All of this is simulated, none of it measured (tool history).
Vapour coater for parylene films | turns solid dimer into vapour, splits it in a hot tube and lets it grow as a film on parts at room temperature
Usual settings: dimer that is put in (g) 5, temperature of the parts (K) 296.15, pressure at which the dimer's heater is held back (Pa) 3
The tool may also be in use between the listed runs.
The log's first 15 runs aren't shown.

run	hour	dimer that is put in (g)	temperature of the parts (K)	pressure at which the dimer's heater is held back (Pa)	thickness of the film (µm)
# hour 562.6: trap's valve overhauled
16	569.3	3	296.15	3	1.73
17	605.6	6	299.15	9.68	2.52
18	650	5	292.15	3	3.16
19	687	7	289.15	3	4.79
20	716.9	3	291.15	3.8	1.84
21	750.4	3	291.15	3.8	1.77
22	769.8	8	300.15	3	3.69
23	798.5	8	289.15	3	5.2
24	836.4	6	289.15	3	3.81
# hour 843.2: trap's valve overhauled
25	865.4	5	296.15	3	2.86
26	897.6	5	296.15	3	2.81
27	940.6	5	296.15	3.17	2.83
28	959	5	301.15	11.42	1.85
29	999.5	5	301.15	11.42	1.88
30	1024.7	2	296.15	3	1.09
31	1059.1	5	292.15	3	2.98

Forecast each of these 4 alternatives for the next run:
A	1100.8	5	296.15	3.25	?
B	1100.8	7	292.15	3	?
C	1100.8	8	296.15	3	?
D	1100.8	3	296.15	3	?

run	thickness of the film (µm)
A	2.55
B	4.08
C	4.1
D	1.55
Without the tool's hidden state the same runs would have given:
run	thickness of the film (µm)
A	2.83
B	4.52
C	4.55
D	1.72
